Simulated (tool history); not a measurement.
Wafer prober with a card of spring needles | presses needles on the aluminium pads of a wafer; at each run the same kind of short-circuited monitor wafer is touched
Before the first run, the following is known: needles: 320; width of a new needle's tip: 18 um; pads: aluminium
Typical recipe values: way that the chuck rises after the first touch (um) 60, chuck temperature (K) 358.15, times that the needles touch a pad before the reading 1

run,hour,way that the chuck rises after the first touch (um),chuck temperature (K),times that the needles touch a pad before the reading,resistance of one needle with its contact and lead (mohm),way that a needle slides on the pad (um)
1,0.0,60,358.15,1,213,7.10
# hour 5.6: tips cleaned on abrasive film
# hour 15.5: height of the first contact set anew
# hour 18.8: tips cleaned on abrasive film
2,27.5,60,366.15,1,227,7.27
# hour 31.8: tips cleaned on abrasive film
# hour 43.5: tips cleaned on abrasive film
# hour 57.5: tips cleaned on abrasive film
3,60.1,60,358.15,1,185,7.24
# hour 69.0: tips cleaned on abrasive film
# hour 82.3: tips cleaned on abrasive film
4,89.8,60,358.15,1,226,7.22
# hour 94.7: tips cleaned on abrasive film
# hour 106.8: tips cleaned on abrasive film
# hour 118.1: tips cleaned on abrasive film
5,118.1,60,358.15,1,154,7.16
# hour 130.8: tips cleaned on abrasive film
6,133.3,60,370.15,1,186,7.16
# hour 142.5: tips cleaned on abrasive film
# hour 155.2: tips cleaned on abrasive film
7,160.9,60,358.15,1,221,7.12
# hour 168.5: tips cleaned on abrasive film
# hour 180.2: tips cleaned on abrasive film
8,182.9,60,358.15,1,188,7.11
# hour 186.0: height of the first contact set anew
# hour 193.0: tips cleaned on abrasive film
9,203.2,60,345.15,1,233,7.27
# hour 205.9: tips cleaned on abrasive film
# hour 217.5: tips cleaned on abrasive film
10,219.2,60,345.15,1,178,7.26
# hour 229.4: tips cleaned on abrasive film
# hour 240.9: tips cleaned on abrasive film
11,248.9,60,345.15,1,227,7.24
# hour 253.5: tips cleaned on abrasive film
# hour 264.9: tips cleaned on abrasive film
12,264.9,60,345.15,1,152,7.21
# hour 276.3: tips cleaned on abrasive film
# hour 287.9: tips cleaned on abrasive film
13,294.1,60,345.15,1,227,7.16
# hour 300.8: tips cleaned on abrasive film
# hour 312.6: tips cleaned on abrasive film
14,323.2,60,345.15,1,244,7.15
# hour 326.1: tips cleaned on abrasive film
# hour 338.5: tips cleaned on abrasive film
# hour 352.5: tips cleaned on abrasive film
15,355.5,60,358.15,1,196,7.10
# hour 358.0: height of the first contact set anew
# hour 366.5: tips cleaned on abrasive film
16,372.6,60,320.15,2,181,7.29
# hour 379.6: tips cleaned on abrasive film
# hour 391.3: tips cleaned on abrasive film
# hour 403.2: tips cleaned on abrasive film
17,404.3,59,311.15,1,162,7.12
# hour 414.9: tips cleaned on abrasive film
# hour 427.3: tips cleaned on abrasive film
18,437.5,67,361.15,1,225,8.04
# hour 439.4: tips cleaned on abrasive film
# hour 452.4: tips cleaned on abrasive film
19,455.9,67,361.15,1,196,8.04
# hour 465.6: tips cleaned on abrasive film
# hour 478.0: tips cleaned on abrasive film
20,482.4,77,316.15,3,152,9.22
# hour 489.8: tips cleaned on abrasive film
# hour 502.3: tips cleaned on abrasive film
21,503.1,68,305.15,1,158,8.09
# hour 515.5: tips cleaned on abrasive film
22,524.1,68,305.15,1,217,8.07
# hour 529.2: tips cleaned on abrasive film
# hour 529.5: height of the first contact set anew
# hour 541.8: tips cleaned on abrasive film
23,543.2,68,305.15,1,164,8.25
# hour 553.8: tips cleaned on abrasive film
# hour 565.1: tips cleaned on abrasive film
24,575.1,61,305.15,3,175,7.39
# hour 577.8: tips cleaned on abrasive film
# hour 590.2: tips cleaned on abrasive film
25,598.3,61,305.15,3,172,7.35
# hour 603.7: tips cleaned on abrasive film
# hour 615.7: tips cleaned on abrasive film
# hour 628.7: tips cleaned on abrasive film
26,629.6,61,305.15,3,150,7.33
# hour 640.4: tips cleaned on abrasive film
27,645.3,61,305.15,3,164,7.27
# hour 652.1: tips cleaned on abrasive film
28,660.4,60,299.15,3,174,7.14
# hour 664.8: tips cleaned on abrasive film
# hour 676.8: tips cleaned on abrasive film
29,685.4,55,299.15,2,211,6.51

Table of differences, measured result less the result of that run with no hidden state. Run-to-run variation is the same in both. Gauge scatter possibly is not:
Hidden conditions of the tool in this case: debris on the tips, nm; way that the needles fall short of the set height, um; tips' diameter, um; drift of the gauge itself on contact_mohm, %; drift of the gauge itself on scrub_um, %.
run,resistance of one needle with its contact and lead (mohm),way that a needle slides on the pad (um)
1,+71,-0.18
2,+77,-0.01
3,+42,-0.05
4,+81,-0.09
5,+11,-0.14
6,+41,-0.15
7,+75,-0.18
8,+45,-0.21
9,+92,-0.01
10,+37,-0.05
11,+83,-0.08
12,+9,-0.10
13,+84,-0.14
14,+102,-0.16
15,+54,-0.20
16,+45,-0.02
17,+29,-0.05
18,+80,-0.09
19,+51,-0.11
20,+18,-0.14
21,+23,-0.18
22,+83,-0.19
23,+30,-0.02
24,+41,-0.04
25,+37,-0.07
26,+12,-0.11
27,+28,-0.13
28,+40,-0.15
29,+79,-0.18
